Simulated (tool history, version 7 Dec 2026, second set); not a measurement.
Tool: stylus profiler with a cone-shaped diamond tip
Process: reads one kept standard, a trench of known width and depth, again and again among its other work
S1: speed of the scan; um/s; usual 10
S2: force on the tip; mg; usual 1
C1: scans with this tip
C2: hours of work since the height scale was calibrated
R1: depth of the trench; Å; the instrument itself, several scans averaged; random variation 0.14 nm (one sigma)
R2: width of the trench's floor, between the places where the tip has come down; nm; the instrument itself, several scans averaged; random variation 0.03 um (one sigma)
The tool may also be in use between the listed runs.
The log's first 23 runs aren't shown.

run,day,S1,S2,C1,C2,R1,R2
24,15.792,10,1.39,4538,620,5014.8,47040
25,16.321,10,1.39,4609,630,5018.1,47000
26,16.758,10,1.39,4668,638,5017,46970
27,17.208,10,1.39,4729,646,5016.9,47010
28,17.954,15,2.27,4829,660,5027.6,46960
29,18.729,15,2.27,4932,674,5029.4,46970
30,19.525,7,2.01,5040,689,5023.9,47020
31,19.962,35,1.94,5098,697,5024.3,46830

The next listed run, before its measurement:
32,20.388,35,1.94,5156,705,?,?

R1: 5022.9 Å
R2: 46830 nm
Without the tool's hidden state the same run would have given R1 5035.6 Å, R2 47150 nm.
